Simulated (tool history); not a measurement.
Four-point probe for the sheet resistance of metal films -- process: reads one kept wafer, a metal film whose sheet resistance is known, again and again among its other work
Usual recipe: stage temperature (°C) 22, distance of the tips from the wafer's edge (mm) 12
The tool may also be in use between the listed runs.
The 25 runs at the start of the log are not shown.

run    hour  stage temperature (°C)  distance of the tips from the wafer's edge (mm)  sheet resistance as the instrument gives it (ohm/square)
 26  1376.4                      27                                               16                                                  4.025622
 27  1443.2                      21                                               15                                                  4.025935
     1448.6  -- stage's thermometer calibrated
 28  1497.7                      21                                               15                                                  4.021790
 29  1558.9                      18                                                3                                                  4.113271
 30  1608.7                      29                                               13                                                  4.032210
 31  1662.1                      31                                                8                                                  4.040089
 32  1734.2                      21                                               66                                                  4.024105
 33  1809.1                      22                                               19                                                  4.029412
 34  1846.4                      33                                               12                                                  4.039689
 35  1908.7                      33                                               12                                                  4.040005
 36  1964.7                      21                                                9                                                  4.040643
 37  2001.4                      27                                               61                                                  4.033733
 38  2050.9                      29                                               61                                                  4.036947
 39  2120.4                      29                                               61                                                  4.037543
 40  2165.1                      29                                               24                                                  4.039350
 41  2213.1                      22                                               32                                                  4.037400
     2225.1  -- new probe head fitted
 42  2276.1                      22                                               32                                                  3.972413
 43  2306.8                      22                                               32                                                  3.973869

Forecast each of these 5 alternatives for the next run:
  A  2362.3                      28                                               32                                                         ?
  B  2362.3                      22                                                6                                                         ?
  C  2362.3                      27                                                3                                                         ?
  D  2362.3                      29                                               18                                                         ?
  E  2362.3                      35                                               29                                                         ?

run  sheet resistance as the instrument gives it (ohm/square)
  A                                                  3.977875
  B                                                  3.998494
  C                                                  4.071322
  D                                                  3.981332
  E                                                  3.982150
Take away the tool's hidden state, keep each run's random variation, and the runs would have read:
run  sheet resistance as the instrument gives it (ohm/square)
  A                                                  3.990008
  B                                                  4.010648
  C                                                  4.083708
  D                                                  3.993481
  E                                                  3.994336

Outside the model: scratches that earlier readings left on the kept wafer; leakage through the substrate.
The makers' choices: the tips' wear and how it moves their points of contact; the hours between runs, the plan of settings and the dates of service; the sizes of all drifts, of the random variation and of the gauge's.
